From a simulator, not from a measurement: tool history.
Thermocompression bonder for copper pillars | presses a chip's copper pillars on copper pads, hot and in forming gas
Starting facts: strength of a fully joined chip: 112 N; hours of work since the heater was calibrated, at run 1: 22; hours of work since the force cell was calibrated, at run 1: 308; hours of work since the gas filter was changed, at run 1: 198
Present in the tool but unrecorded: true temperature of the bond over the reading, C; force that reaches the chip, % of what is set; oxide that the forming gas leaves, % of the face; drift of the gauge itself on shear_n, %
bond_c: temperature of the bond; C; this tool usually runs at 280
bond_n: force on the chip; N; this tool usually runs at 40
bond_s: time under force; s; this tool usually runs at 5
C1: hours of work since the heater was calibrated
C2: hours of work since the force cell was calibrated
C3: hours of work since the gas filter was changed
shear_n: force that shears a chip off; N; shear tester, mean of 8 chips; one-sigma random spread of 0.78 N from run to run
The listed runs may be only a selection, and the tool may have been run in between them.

{"run": 1, "hour": 0.0, "bond_c": 280, "bond_n": 40, "bond_s": 5, "C1": 22, "C2": 308, "C3": 198, "shear_n": 57.5}
{"run": 2, "hour": 25.3, "bond_c": 280, "bond_n": 40, "bond_s": 5, "C1": 34, "C2": 321, "C3": 211, "shear_n": 59.5}
{"run": 3, "hour": 39.0, "bond_c": 280, "bond_n": 25, "bond_s": 5, "C1": 41, "C2": 328, "C3": 218, "shear_n": 44.8}
{"run": 4, "hour": 52.6, "bond_c": 280, "bond_n": 25, "bond_s": 5, "C1": 48, "C2": 335, "C3": 225, "shear_n": 43.5}
{"run": 5, "hour": 74.8, "bond_c": 280, "bond_n": 40, "bond_s": 5, "C1": 59, "C2": 346, "C3": 236, "shear_n": 59.3}
{"run": 6, "hour": 89.8, "bond_c": 266, "bond_n": 40, "bond_s": 5, "C1": 67, "C2": 354, "C3": 243, "shear_n": 50.8}
{"run": 7, "hour": 110.5, "bond_c": 280, "bond_n": 55, "bond_s": 5, "C1": 77, "C2": 364, "C3": 254, "shear_n": 71.7}
{"run": 8, "hour": 123.9, "bond_c": 280, "bond_n": 55, "bond_s": 7, "C1": 84, "C2": 371, "C3": 260, "shear_n": 78.6}
{"run": 9, "hour": 151.0, "bond_c": 280, "bond_n": 55, "bond_s": 7, "C1": 98, "C2": 384, "C3": 274, "shear_n": 78.0}
{"run": 10, "hour": 181.6, "bond_c": 275, "bond_n": 40, "bond_s": 5, "C1": 113, "C2": 400, "C3": 289, "shear_n": 57.4}
{"run": 11, "hour": 195.5, "bond_c": 275, "bond_n": 40, "bond_s": 5, "C1": 120, "C2": 407, "C3": 296, "shear_n": 56.4}
{"run": 12, "hour": 209.1, "bond_c": 280, "bond_n": 40, "bond_s": 5, "C1": 127, "C2": 414, "C3": 303, "shear_n": 59.3}
{"run": 13, "hour": 233.3, "bond_c": 280, "bond_n": 40, "bond_s": 5, "C1": 139, "C2": 426, "C3": 316, "shear_n": 60.4}
{"run": 14, "hour": 264.4, "bond_c": 280, "bond_n": 40, "bond_s": 5, "C1": 155, "C2": 441, "C3": 331, "shear_n": 60.0}
{"run": 15, "hour": 283.8, "bond_c": 280, "bond_n": 40, "bond_s": 5, "C1": 164, "C2": 451, "C3": 341, "shear_n": 60.0}
{"run": 16, "hour": 300.1, "bond_c": 280, "bond_n": 40, "bond_s": 5, "C1": 173, "C2": 459, "C3": 349, "shear_n": 60.3}
{"hour": 302.9, "done": "forming gas filter changed"}
{"run": 17, "hour": 331.0, "bond_c": 280, "bond_n": 40, "bond_s": 5, "C1": 188, "C2": 475, "C3": 14, "shear_n": 61.5}
{"run": 18, "hour": 358.1, "bond_c": 280, "bond_n": 40, "bond_s": 5, "C1": 202, "C2": 488, "C3": 28, "shear_n": 60.3}
{"run": 19, "hour": 385.9, "bond_c": 271, "bond_n": 32, "bond_s": 9, "C1": 216, "C2": 502, "C3": 42, "shear_n": 57.4}
{"run": 20, "hour": 409.9, "bond_c": 280, "bond_n": 45, "bond_s": 3, "C1": 228, "C2": 515, "C3": 54, "shear_n": 55.4}
{"run": 21, "hour": 437.0, "bond_c": 280, "bond_n": 45, "bond_s": 3, "C1": 241, "C2": 528, "C3": 68, "shear_n": 54.7}
{"run": 22, "hour": 453.9, "bond_c": 280, "bond_n": 45, "bond_s": 6, "C1": 250, "C2": 537, "C3": 76, "shear_n": 66.6}
{"run": 23, "hour": 485.2, "bond_c": 280, "bond_n": 49, "bond_s": 3, "C1": 266, "C2": 552, "C3": 92, "shear_n": 57.3}
{"run": 24, "hour": 508.4, "bond_c": 280, "bond_n": 53, "bond_s": 3, "C1": 277, "C2": 564, "C3": 103, "shear_n": 59.6}
{"run": 25, "hour": 537.1, "bond_c": 280, "bond_n": 29, "bond_s": 8, "C1": 292, "C2": 579, "C3": 118, "shear_n": 56.8}
{"run": 26, "hour": 551.8, "bond_c": 280, "bond_n": 29, "bond_s": 8, "C1": 299, "C2": 586, "C3": 125, "shear_n": 58.2}
{"run": 27, "hour": 581.1, "bond_c": 280, "bond_n": 25, "bond_s": 3, "C1": 314, "C2": 601, "C3": 140, "shear_n": 35.3}
{"run": 28, "hour": 600.5, "bond_c": 280, "bond_n": 25, "bond_s": 3, "C1": 324, "C2": 611, "C3": 150, "shear_n": 35.9}
{"run": 29, "hour": 615.5, "bond_c": 280, "bond_n": 25, "bond_s": 3, "C1": 331, "C2": 618, "C3": 157, "shear_n": 38.1}
{"run": 30, "hour": 639.5, "bond_c": 280, "bond_n": 32, "bond_s": 5, "C1": 343, "C2": 630, "C3": 170, "shear_n": 52.0}
{"run": 31, "hour": 655.1, "bond_c": 298, "bond_n": 40, "bond_s": 5, "C1": 351, "C2": 638, "C3": 177, "shear_n": 71.4}
{"run": 32, "hour": 673.7, "bond_c": 270, "bond_n": 40, "bond_s": 5, "C1": 361, "C2": 647, "C3": 187, "shear_n": 52.0}
{"run": 33, "hour": 695.8, "bond_c": 280, "bond_n": 26, "bond_s": 15, "C1": 372, "C2": 659, "C3": 198, "shear_n": 67.5}
{"run": 34, "hour": 710.1, "bond_c": 272, "bond_n": 40, "bond_s": 5, "C1": 379, "C2": 666, "C3": 205, "shear_n": 55.6}
{"run": 35, "hour": 729.4, "bond_c": 272, "bond_n": 40, "bond_s": 5, "C1": 389, "C2": 676, "C3": 215, "shear_n": 55.2}

Hidden state at the last listed run before each entry between runs and at the first one after, where it differs:
Run 16 -> run 17: forming gas filter changed (hour 302.9)
  oxide that the forming gas leaves, % of the face: 0.63 -> 0.51

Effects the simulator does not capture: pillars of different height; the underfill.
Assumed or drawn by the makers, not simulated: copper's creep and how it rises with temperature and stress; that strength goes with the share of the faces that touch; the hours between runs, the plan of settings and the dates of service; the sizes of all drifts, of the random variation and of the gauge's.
